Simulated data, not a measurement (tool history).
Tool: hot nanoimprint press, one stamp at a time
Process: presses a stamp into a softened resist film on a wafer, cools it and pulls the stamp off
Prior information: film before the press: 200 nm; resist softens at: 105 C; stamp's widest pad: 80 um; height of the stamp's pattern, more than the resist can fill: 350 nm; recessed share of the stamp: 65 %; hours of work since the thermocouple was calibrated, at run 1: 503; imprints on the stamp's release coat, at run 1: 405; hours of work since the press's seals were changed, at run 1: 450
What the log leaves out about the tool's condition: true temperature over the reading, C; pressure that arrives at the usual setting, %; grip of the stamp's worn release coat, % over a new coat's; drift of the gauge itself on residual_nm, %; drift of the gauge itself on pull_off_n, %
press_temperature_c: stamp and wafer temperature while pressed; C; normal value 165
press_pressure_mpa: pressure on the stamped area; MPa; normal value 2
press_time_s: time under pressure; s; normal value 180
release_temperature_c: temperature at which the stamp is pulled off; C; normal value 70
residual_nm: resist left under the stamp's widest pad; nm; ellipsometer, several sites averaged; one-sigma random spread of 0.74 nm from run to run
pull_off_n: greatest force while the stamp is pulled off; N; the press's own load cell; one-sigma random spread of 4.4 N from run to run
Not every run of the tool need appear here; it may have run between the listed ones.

run	hour	press_temperature_c	press_pressure_mpa	press_time_s	release_temperature_c	hours of work since the thermocouple was calibrated	imprints on the stamp's release coat	hours of work since the press's seals were changed	residual_nm	pull_off_n
1	0	165	2	180	70	503	405	450	89.4	214
# hour 33.8: plate thermocouple calibrated
2	63.5	165	2	180	63	18	575	487	91	207
3	121.2	165	2	180	70	52	737	521	89.4	203
4	194.1	165	2	180	70	96	941	565	90.3	214
5	263.3	162	2	180	70	138	1135	606	100.3	212
6	302.8	159	2	180	70	162	1246	630	110.5	206
7	368.6	172	2	180	70	201	1431	670	70.1	210
8	417.9	172	2	180	70	231	1569	699	71.8	217
9	497	165	2	180	70	278	1791	747	90.4	216
10	565.3	165	2	180	70	319	1983	788	90.2	207
11	619.8	165	2	180	70	352	2136	821	90.5	215
12	675.8	165	2	180	70	386	2293	854	89.2	210
# hour 685.4: stamp cleaned and given a new release coat
13	727.5	165	2	180	70	413	118	882	89.8	203
14	773.4	165	2	180	59	441	247	909	90.5	228
15	842.8	164	2	180	70	482	442	951	93.2	212
16	892.3	165	2.53	180	70	512	581	981	79.3	218
# hour 911.1: plate thermocouple calibrated
17	948	170	3.04	180	70	22	729	1012	60.7	212
18	1022.2	165	1.52	180	70	67	937	1057	104	207
19	1055.2	165	1.52	180	70	87	1029	1077	105.7	219
# hour 1101.9: press's hydraulic seals changed and the load cell set to zero
20	1133.6	159	1.8	180	70	129	1227	19	116.7	217
21	1174.2	159	1.8	180	70	153	1341	43	115.2	210
22	1244.2	161	1.83	180	77	195	1537	85	110.2	208

Forecast run 23:
23	1306.9	165	1.41	180	56	233	1713	123	?	?

Run 23 yielded residual_nm 108.4 nm, pull_off_n 227 N.
If the tool had no hidden condition, the same run with the same run-to-run variation would have returned residual_nm 108.3 nm, pull_off_n 225 N.
